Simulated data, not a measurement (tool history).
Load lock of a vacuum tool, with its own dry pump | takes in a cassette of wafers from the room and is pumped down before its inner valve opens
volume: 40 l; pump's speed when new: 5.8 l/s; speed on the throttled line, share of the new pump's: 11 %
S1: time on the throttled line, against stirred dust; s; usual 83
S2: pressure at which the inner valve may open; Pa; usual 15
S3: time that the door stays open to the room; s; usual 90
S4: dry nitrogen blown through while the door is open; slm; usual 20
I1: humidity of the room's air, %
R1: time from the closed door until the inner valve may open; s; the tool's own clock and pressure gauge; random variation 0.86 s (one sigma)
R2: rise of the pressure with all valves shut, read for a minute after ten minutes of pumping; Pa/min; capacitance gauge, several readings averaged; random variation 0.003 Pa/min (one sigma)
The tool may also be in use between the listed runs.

run 1 hour=0.0 | S1=83 S2=15 S3=90 S4=20 | I1=46.0 | R1=138.6 R2=0.487
run 2 hour=208.9 | S1=83 S2=15 S3=90 S4=20 | I1=50.2 | R1=137.9 R2=0.500
run 3 hour=300.1 | S1=83 S2=10 S3=90 S4=20 | I1=44.9 | R1=141.8 R2=0.498
run 4 hour=403.6 | S1=83 S2=11 S3=90 S4=20 | I1=44.5 | R1=141.1 R2=0.511
run 5 hour=522.1 | S1=83 S2=11 S3=90 S4=20 | I1=43.9 | R1=140.1 R2=0.504
run 6 hour=629.3 | S1=83 S2=29 S3=90 S4=20 | I1=42.4 | R1=133.5 R2=0.525
run 7 hour=765.7 | S1=83 S2=29 S3=90 S4=20 | I1=41.9 | R1=134.1 R2=0.534
run 8 hour=918.9 | S1=83 S2=10 S3=90 S4=20 | I1=45.4 | R1=141.5 R2=0.556
run 9 hour=1070.6 | S1=83 S2=12 S3=90 S4=20 | I1=43.5 | R1=138.9 R2=0.572
run 10 hour=1243.9 | S1=83 S2=14 S3=90 S4=20 | I1=44.1 | R1=140.4 R2=0.568
run 11 hour=1422.9 | S1=83 S2=14 S3=90 S4=20 | I1=45.7 | R1=138.8 R2=0.594
run 12 hour=1576.1 | S1=83 S2=15 S3=183 S4=20 | I1=43.7 | R1=137.0 R2=0.642
run 13 hour=1712.8 | S1=83 S2=15 S3=183 S4=20 | I1=46.9 | R1=139.6 R2=0.647
run 14 hour=1820.9 | S1=83 S2=15 S3=183 S4=20 | I1=46.0 | R1=140.9 R2=0.656
run 15 hour=1911.7 | S1=83 S2=15 S3=90 S4=20 | I1=43.4 | R1=138.7 R2=0.637
-- hour=1937.7 door's seal changed, seat wiped
run 16 hour=2017.7 | S1=83 S2=15 S3=90 S4=20 | I1=48.0 | R1=138.0 R2=0.043
run 17 hour=2135.2 | S1=83 S2=15 S3=90 S4=20 | I1=48.6 | R1=139.5 R2=0.044
run 18 hour=2318.6 | S1=83 S2=15 S3=90 S4=20 | I1=45.7 | R1=140.4 R2=0.044
run 19 hour=2456.3 | S1=83 S2=15 S3=90 S4=20 | I1=46.3 | R1=139.1 R2=0.048

The next listed run, before its measurement:
run 20 hour=2658.1 | S1=72 S2=15 S3=40 S4=20 | I1=48.7 | R1=? R2=?

{"run 20": {"R1": 129.9, "R2": 0.039}}
Without the tool's hidden state the same run would have given R1 125.9 s, R2 0.025 Pa/min.

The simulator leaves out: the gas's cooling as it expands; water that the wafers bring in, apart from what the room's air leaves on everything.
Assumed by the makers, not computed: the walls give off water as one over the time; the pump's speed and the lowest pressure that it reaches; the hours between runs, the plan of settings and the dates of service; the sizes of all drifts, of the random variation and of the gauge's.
